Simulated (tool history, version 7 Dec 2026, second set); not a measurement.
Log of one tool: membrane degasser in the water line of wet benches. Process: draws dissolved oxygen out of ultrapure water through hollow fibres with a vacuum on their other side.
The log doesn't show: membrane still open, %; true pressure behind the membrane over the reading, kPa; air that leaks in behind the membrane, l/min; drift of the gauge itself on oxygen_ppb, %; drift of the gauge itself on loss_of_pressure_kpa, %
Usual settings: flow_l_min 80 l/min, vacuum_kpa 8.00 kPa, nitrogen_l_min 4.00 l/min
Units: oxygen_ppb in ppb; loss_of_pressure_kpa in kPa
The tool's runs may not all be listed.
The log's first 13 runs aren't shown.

run	hour	flow_l_min	vacuum_kpa	nitrogen_l_min	hours since the membrane was changed	hours since the vacuum gauge was calibrated	hours since the vacuum lines were made tight	oxygen_ppb	loss_of_pressure_kpa
14	491.4	80	8.00	8.39	543	881	6257	125.7	53.06
15	533.1	80	8.00	8.39	584	922	6299	125.4	52.76
16	560.1	80	8.00	8.39	611	949	6326	125.8	52.89
17	581.4	58	5.57	8.72	633	971	6347	48.1	38.61
18	626.9	104	15.40	5.79	678	1016	6393	504.1	69.36
19	649.5	124	11.58	3.33	701	1039	6415	641.2	82.12
20	680.0	108	14.28	4.06	731	1069	6446	620.1	72.18
21	709.7	56	11.20	10.63	761	1099	6476	110.7	37.19
22	750.9	56	11.20	10.63	802	1140	6517	110.6	37.47
23	792.5	56	11.20	10.63	844	1182	6558	112.0	37.32
24	831.3	80	8.00	7.35	883	1220	6597	143.4	53.64
# hour 859.1: seals of the vacuum lines changed
25	868.7	85	18.91	9.23	918	1256	10	359.2	56.73
26	899.1	57	5.55	4.24	948	1286	40	84.0	38.13
27	932.9	64	5.37	1.71	982	1320	74	178.7	42.37
28	963.7	99	4.96	2.46	1013	1351	105	172.2	66.16
29	1011.4	99	6.29	3.06	1061	1399	152	234.8	65.97
30	1049.6	99	5.55	3.06	1099	1437	190	192.0	66.49
31	1087.6	99	5.55	3.06	1137	1475	229	188.9	65.99
32	1125.1	99	6.88	3.06	1175	1512	266	274.2	66.34

3 ways to go on from here, each from the tool as it stands after run 32. What would each give?
A	1164.1	80	6.92	4.00	1213	1551	305	?	?
B	1164.1	68	18.03	5.54	1213	1551	305	?	?
C	1164.1	110	18.60	2.17	1213	1551	305	?	?

run	oxygen_ppb	loss_of_pressure_kpa
A	184.3	53.77
B	420.9	45.10
C	1324.7	73.48
Without the tool's hidden state the same runs would have given:
run	oxygen_ppb	loss_of_pressure_kpa
A	180.6	53.34
B	418.4	44.73
C	1318.8	72.89
